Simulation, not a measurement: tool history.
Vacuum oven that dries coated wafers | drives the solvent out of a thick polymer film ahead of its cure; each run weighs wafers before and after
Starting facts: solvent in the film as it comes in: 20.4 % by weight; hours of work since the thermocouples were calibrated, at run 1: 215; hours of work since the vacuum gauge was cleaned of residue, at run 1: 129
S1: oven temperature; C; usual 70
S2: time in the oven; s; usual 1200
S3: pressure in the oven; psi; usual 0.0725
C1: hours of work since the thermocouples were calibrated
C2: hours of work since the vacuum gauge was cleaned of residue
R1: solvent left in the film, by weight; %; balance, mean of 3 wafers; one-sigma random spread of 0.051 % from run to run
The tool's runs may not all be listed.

run,day,S1,S2,S3,C1,C2,R1
1,0,70,1200,0.0725,215,129,0.95
2,0.754,70,1200,0.0725,223,136,0.78
3,1.158,70,1200,0.0725,227,141,0.81
4,1.675,70,1200,0.0725,233,146,0.84
5,2.146,70,1200,0.0725,238,151,0.86
6,2.771,70,1200,0.0725,244,158,0.73
7,3.158,70,1200,0.0725,248,162,0.79
8,3.967,70,1200,0.0725,257,170,0.84
9,4.625,80,1200,0.0725,264,177,0.09
10,5.112,80,1200,0.0725,269,182,0.24
11,5.592,80,1200,0.0725,274,188,0.09
12,6.35,56,1200,0.0725,282,196,5.67
13,6.717,56,1200,0.0725,286,199,5.68
14,7.554,56,1200,0.1078,295,208,5.79
15,8.375,70,1200,0.0725,303,217,0.81

What does the tool deliver on the next run?
16,8.892,70,1200,0.0902,309,222,?

R1: 0.9 %
If the tool had no hidden condition, the same run with the same run-to-run variation would have returned R1 0.89 %.
